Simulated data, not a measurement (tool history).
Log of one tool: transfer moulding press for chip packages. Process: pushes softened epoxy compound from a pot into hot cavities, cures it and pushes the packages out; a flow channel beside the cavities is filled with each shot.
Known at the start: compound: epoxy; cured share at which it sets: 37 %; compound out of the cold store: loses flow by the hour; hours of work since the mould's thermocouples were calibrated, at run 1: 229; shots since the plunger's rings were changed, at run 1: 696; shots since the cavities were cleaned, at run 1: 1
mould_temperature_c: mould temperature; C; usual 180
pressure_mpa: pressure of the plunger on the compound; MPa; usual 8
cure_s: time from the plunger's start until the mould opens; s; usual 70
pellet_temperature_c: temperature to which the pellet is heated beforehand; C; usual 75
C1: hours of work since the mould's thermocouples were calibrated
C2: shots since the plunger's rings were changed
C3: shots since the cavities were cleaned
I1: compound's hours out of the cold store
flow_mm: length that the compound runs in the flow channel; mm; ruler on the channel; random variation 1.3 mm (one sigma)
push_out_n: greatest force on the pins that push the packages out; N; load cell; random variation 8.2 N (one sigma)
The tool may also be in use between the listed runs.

{"run": 1, "day": 0.0, "mould_temperature_c": 180, "pressure_mpa": 8, "cure_s": 70, "pellet_temperature_c": 75, "C1": 229, "C2": 696, "C3": 1, "I1": 10.7, "flow_mm": 729, "push_out_n": 368}
{"run": 2, "day": 0.238, "mould_temperature_c": 180, "pressure_mpa": 8, "cure_s": 70, "pellet_temperature_c": 75, "C1": 233, "C2": 787, "C3": 92, "I1": 17.1, "flow_mm": 715, "push_out_n": 446}
{"run": 3, "day": 0.504, "mould_temperature_c": 180, "pressure_mpa": 8, "cure_s": 70, "pellet_temperature_c": 75, "C1": 237, "C2": 887, "C3": 192, "I1": 18.8, "flow_mm": 711, "push_out_n": 472}
{"run": 4, "day": 0.788, "mould_temperature_c": 180, "pressure_mpa": 8, "cure_s": 70, "pellet_temperature_c": 75, "C1": 241, "C2": 995, "C3": 300, "I1": 25.9, "flow_mm": 696, "push_out_n": 522}
{"run": 5, "day": 1.046, "mould_temperature_c": 181, "pressure_mpa": 8, "cure_s": 70, "pellet_temperature_c": 75, "C1": 245, "C2": 1092, "C3": 397, "I1": 40.7, "flow_mm": 667, "push_out_n": 535}
{"run": 6, "day": 1.379, "mould_temperature_c": 181, "pressure_mpa": 8, "cure_s": 70, "pellet_temperature_c": 75, "C1": 250, "C2": 1218, "C3": 523, "I1": 17, "flow_mm": 707, "push_out_n": 574}
{"run": 7, "day": 1.704, "mould_temperature_c": 181, "pressure_mpa": 8, "cure_s": 70, "pellet_temperature_c": 75, "C1": 255, "C2": 1342, "C3": 647, "I1": 47.2, "flow_mm": 652, "push_out_n": 575}
{"run": 8, "day": 1.962, "mould_temperature_c": 181, "pressure_mpa": 8, "cure_s": 70, "pellet_temperature_c": 75, "C1": 259, "C2": 1439, "C3": 744, "I1": 36, "flow_mm": 671, "push_out_n": 602}
{"day": 2.175, "done": "cavities cleaned with cleaning compound and waxed"}
{"run": 9, "day": 2.258, "mould_temperature_c": 178, "pressure_mpa": 8.01, "cure_s": 62, "pellet_temperature_c": 70, "C1": 263, "C2": 1527, "C3": 32, "I1": 35.7, "flow_mm": 682, "push_out_n": 642}
{"run": 10, "day": 2.646, "mould_temperature_c": 178, "pressure_mpa": 8.01, "cure_s": 58, "pellet_temperature_c": 70, "C1": 269, "C2": 1674, "C3": 179, "I1": 12.1, "flow_mm": 728, "push_out_n": 973}
{"run": 11, "day": 2.862, "mould_temperature_c": 180, "pressure_mpa": 8, "cure_s": 70, "pellet_temperature_c": 74, "C1": 272, "C2": 1756, "C3": 261, "I1": 31.5, "flow_mm": 684, "push_out_n": 495}

Forecast each of these 4 alternatives for the next run:
{"run": "A", "day": 3.171, "mould_temperature_c": 186, "pressure_mpa": 6.9, "cure_s": 70, "pellet_temperature_c": 77, "C1": 277, "C2": 1873, "C3": 378, "I1": 44.1, "flow_mm": "?", "push_out_n": "?"}
{"run": "B", "day": 3.171, "mould_temperature_c": 180, "pressure_mpa": 8, "cure_s": 64, "pellet_temperature_c": 66, "C1": 277, "C2": 1873, "C3": 378, "I1": 30.6, "flow_mm": "?", "push_out_n": "?"}
{"run": "C", "day": 3.171, "mould_temperature_c": 180, "pressure_mpa": 8, "cure_s": 70, "pellet_temperature_c": 83, "C1": 277, "C2": 1873, "C3": 378, "I1": 14.4, "flow_mm": "?", "push_out_n": "?"}
{"run": "D", "day": 3.171, "mould_temperature_c": 181, "pressure_mpa": 7.67, "cure_s": 70, "pellet_temperature_c": 77, "C1": 277, "C2": 1873, "C3": 378, "I1": 11.6, "flow_mm": "?", "push_out_n": "?"}

run=A flow_mm=596 push_out_n=409
run=B flow_mm=684 push_out_n=722
run=C flow_mm=714 push_out_n=575
run=D flow_mm=700 push_out_n=530
Without the tool's hidden state the same runs would have given:
run=A flow_mm=607 push_out_n=267
run=B flow_mm=697 push_out_n=474
run=C flow_mm=728 push_out_n=378
run=D flow_mm=714 push_out_n=348

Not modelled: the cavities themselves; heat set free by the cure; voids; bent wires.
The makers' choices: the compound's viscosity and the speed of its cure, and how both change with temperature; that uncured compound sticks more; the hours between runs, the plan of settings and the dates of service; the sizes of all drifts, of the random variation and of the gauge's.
